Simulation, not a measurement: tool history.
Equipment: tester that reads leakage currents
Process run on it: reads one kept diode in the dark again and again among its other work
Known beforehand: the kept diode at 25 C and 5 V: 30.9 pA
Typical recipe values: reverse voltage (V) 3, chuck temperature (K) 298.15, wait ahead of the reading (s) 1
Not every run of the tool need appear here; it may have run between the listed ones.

run   hour  reverse voltage (V)  chuck temperature (K)  wait ahead of the reading (s)  current that the tester gives (pA)
  1      0                    3                 298.15                              1                                23.5
  2     25                    3                 298.15                              1                                23.5
  3   62.3                    3                 297.15                              1                               21.52
  4  115.8                    3                 297.15                              1                               21.45
  5  146.9                    3                 297.15                              1                               21.42
  6  188.4                    3                 297.15                              1                               21.41
  7  212.7                    3                 297.15                              1                               21.36
  8    247                    3                 298.15                              1                               23.37
  9  281.3                    3                 298.15                              1                               23.36
 10  307.7                    3                 298.15                              1                               23.35
 11  346.4                    3                 298.15                              1                               23.13
 12  394.2                    3                 298.15                              1                               23.38
 13  453.3                    3                 298.15                              1                               23.19
       461  -- probe card cleaned and baked
 14    483                 1.13                 321.15                           4.58                                  95
 15  540.7                    3                 298.15                           8.14                               22.75
     588.3  -- probe card cleaned and baked, once more
 16  588.3                 5.09                 298.15                           3.81                               29.62
 17  642.4                 5.09                 298.15                           3.81                               29.75
 18  688.3                 4.99                 298.15                           1.08                               29.85
 19  723.5                14.69                 305.15                           1.03                              102.96
 20  753.2                14.69                 305.15                           1.03                              104.11
 21  801.3                 6.47                 298.15                           9.86                               33.55
 22  847.2                    3                 303.15                              1                               35.12
 23  878.1                 8.07                 327.15                           0.88                              451.34
 24    926                    3                 298.15                              1                               22.44

Here are 4 independent what-if runs from the current tool condition. What would each one return?
  A  969.5                    3                 315.15                              1                                   ?
  B  969.5                 8.22                 297.15                              1                                   ?
  C  969.5                    3                 298.15                            8.4                                   ?
  D  969.5                    3                 302.15                              1                                   ?

run  current that the tester gives (pA)
  A                               98.27
  B                               36.52
  C                               21.65
  D                               31.96
Without the tool's unlogged condition, the same runs would have read:
run  current that the tester gives (pA)
  A                               105.8
  B                               38.91
  C                               23.32
  D                               34.42
